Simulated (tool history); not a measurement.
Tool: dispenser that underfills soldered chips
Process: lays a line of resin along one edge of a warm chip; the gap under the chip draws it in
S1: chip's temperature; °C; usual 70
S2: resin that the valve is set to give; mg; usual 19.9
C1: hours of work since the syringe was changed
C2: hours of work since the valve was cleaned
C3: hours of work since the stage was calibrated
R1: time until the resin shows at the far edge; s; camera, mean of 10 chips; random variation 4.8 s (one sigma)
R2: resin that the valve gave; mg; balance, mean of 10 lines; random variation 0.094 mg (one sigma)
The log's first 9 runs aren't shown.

Run 10, hour 54.5: usual settings; C1 5; C2 94; C3 172. Result: R1 812.1 s, R2 18.26 mg.
At hour 57.4: new syringe of resin.
Run 11, hour 58.5: usual settings; C1 1; C2 97; C3 174. Result: R1 562.8 s, R2 18.25 mg.
Run 12, hour 65.3: usual settings; C1 6; C2 102; C3 180. Result: R1 849.6 s, R2 18.20 mg.
At hour 67.3: new syringe of resin.
Run 13, hour 73.0: usual settings; C1 4; C2 108; C3 185. Result: R1 767.5 s, R2 18.14 mg.
At hour 77.2: new syringe of resin.
Run 14, hour 77.7: usual settings; C1 0; C2 111; C3 189. Result: R1 552.3 s, R2 17.95 mg.
At hour 79.8: dispensing valve cleaned and set on the balance.
Run 15, hour 84.7: usual settings; C1 5; C2 4; C3 193. Result: R1 774.7 s, R2 19.83 mg.
At hour 88.2: new syringe of resin.
Run 16, hour 90.3: usual settings; C1 2; C2 8; C3 198. Result: R1 587.8 s, R2 19.76 mg.
Run 17, hour 93.4: usual settings; C1 4; C2 10; C3 200. Result: R1 714.4 s, R2 19.77 mg.
At hour 98.0: new syringe of resin.
Run 18, hour 100.8: usual settings; C1 2; C2 16; C3 205. Result: R1 611.8 s, R2 19.47 mg.
At hour 107.8: new syringe of resin.
Run 19, hour 108.2: usual settings but S1 62 °C, S2 19.3 mg; C1 0; C2 21; C3 211. Result: R1 881.6 s, R2 18.71 mg.
Run 20, hour 114.8: usual settings but S1 62 °C, S2 21.1 mg; C1 5; C2 26; C3 216. Result: R1 1279.2 s, R2 20.46 mg.
At hour 117.7: new syringe of resin.
Run 21, hour 120.8: usual settings but S1 65 °C, S2 22.5 mg; C1 2; C2 31; C3 220. Result: R1 821.0 s, R2 21.83 mg.
At hour 127.5: new syringe of resin.
Run 22, hour 128.3: usual settings but S2 19.8 mg; C1 1; C2 36; C3 226. Result: R1 565.8 s, R2 18.93 mg.
Run 23, hour 132.6: usual settings but S1 77 °C, S2 24.4 mg; C1 4; C2 40; C3 229. Result: R1 484.3 s, R2 23.50 mg.
Run 24, hour 136.2: usual settings but S1 65 °C; C1 7; C2 43; C3 232. Result: R1 1189.3 s, R2 19.13 mg.

The next listed run, before its measurement:
At hour 137.3: new syringe of resin.
Run 25, hour 142.8: usual settings but S1 68 °C, S2 23.2 mg; C1 4; C2 47; C3 237. Result: R1 ?, R2 ?.

{"run 25": {"R1": 820.4, "R2": 22.07}}
Without the tool's hidden state the same run would have given R1 524.7 s, R2 23.14 mg.

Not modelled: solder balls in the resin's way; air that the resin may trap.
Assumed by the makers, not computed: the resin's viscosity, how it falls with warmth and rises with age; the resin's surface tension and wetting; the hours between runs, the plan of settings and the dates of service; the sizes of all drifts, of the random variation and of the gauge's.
